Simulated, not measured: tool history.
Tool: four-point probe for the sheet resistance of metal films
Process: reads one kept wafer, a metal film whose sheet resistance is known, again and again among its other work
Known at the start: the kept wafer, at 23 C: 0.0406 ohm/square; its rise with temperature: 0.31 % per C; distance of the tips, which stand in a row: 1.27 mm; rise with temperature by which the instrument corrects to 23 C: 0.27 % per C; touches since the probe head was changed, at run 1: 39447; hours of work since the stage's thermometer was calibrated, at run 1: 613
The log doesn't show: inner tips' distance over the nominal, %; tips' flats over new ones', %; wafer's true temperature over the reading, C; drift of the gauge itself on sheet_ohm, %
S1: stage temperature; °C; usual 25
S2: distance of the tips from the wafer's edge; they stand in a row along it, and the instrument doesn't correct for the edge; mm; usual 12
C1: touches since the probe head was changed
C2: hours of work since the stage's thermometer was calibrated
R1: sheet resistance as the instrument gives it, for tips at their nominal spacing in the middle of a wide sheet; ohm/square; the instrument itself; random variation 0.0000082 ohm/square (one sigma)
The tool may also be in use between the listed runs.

Run 1, day 0.000: usual settings; C1 39447; C2 613. Result: R1 0.040877 ohm/square.
Run 2, day 1.258: usual settings but S2 3 mm; C1 40898; C2 637. Result: R1 0.044183 ohm/square.
Run 3, day 2.246: usual settings but S1 35 °C; C1 42035; C2 656. Result: R1 0.041058 ohm/square.
Run 4, day 3.092: usual settings; C1 43008; C2 672. Result: R1 0.040892 ohm/square.
Run 5, day 3.896: usual settings; C1 43934; C2 687. Result: R1 0.040895 ohm/square.
Run 6, day 4.962: usual settings; C1 45161; C2 707. Result: R1 0.040899 ohm/square.
Run 7, day 6.075: usual settings; C1 46440; C2 728. Result: R1 0.040896 ohm/square.
Run 8, day 7.317: usual settings; C1 47870; C2 752. Result: R1 0.040890 ohm/square.
Run 9, day 8.433: usual settings; C1 49155; C2 773. Result: R1 0.040896 ohm/square.
Run 10, day 9.471: usual settings but S1 34 °C, S2 62 mm; C1 50351; C2 793. Result: R1 0.040807 ohm/square.
Run 11, day 10.804: usual settings but S1 32 °C, S2 75 mm; C1 51885; C2 819. Result: R1 0.040755 ohm/square.
Run 12, day 11.679: usual settings but S1 21 °C, S2 16 mm; C1 52891; C2 835. Result: R1 0.040700 ohm/square.
Run 13, day 12.792: usual settings but S1 29 °C, S2 71 mm; C1 54173; C2 856. Result: R1 0.040717 ohm/square.
Run 14, day 14.121: usual settings but S1 29 °C, S2 71 mm; C1 55703; C2 882. Result: R1 0.040722 ohm/square.
Run 15, day 15.221: usual settings but S1 24 °C, S2 39 mm; C1 56967; C2 903. Result: R1 0.040671 ohm/square.
Run 16, day 16.283: usual settings but S1 27 °C, S2 44 mm; C1 58190; C2 923. Result: R1 0.040701 ohm/square.
Run 17, day 17.042: usual settings but S1 23 °C, S2 44 mm; C1 59062; C2 937. Result: R1 0.040622 ohm/square.
Run 18, day 17.825: usual settings but S1 18 °C, S2 26 mm; C1 59968; C2 952. Result: R1 0.040581 ohm/square.

5 ways to go on from here, each from the tool as it stands after run 18. What would each give?
Run A, day 18.654: usual settings but S1 20 °C, S2 64 mm; C1 60919; C2 968. Result: R1 ?.
Run B, day 18.654: usual settings but S1 30 °C, S2 5 mm; C1 60919; C2 968. Result: R1 ?.
Run C, day 18.654: usual settings but S1 26 °C, S2 4 mm; C1 60919; C2 968. Result: R1 ?.
Run D, day 18.654: usual settings but S1 33 °C, S2 10 mm; C1 60919; C2 968. Result: R1 ?.
Run E, day 18.654: usual settings but S2 15 mm; C1 60919; C2 968. Result: R1 ?.

run        R1
  A  0.040571
  B  0.042098
  C  0.042739
  D  0.041134
  E  0.040805
Without the tool's hidden state the same runs would have given:
run        R1
  A  0.040557
  B  0.042084
  C  0.042725
  D  0.041121
  E  0.040792
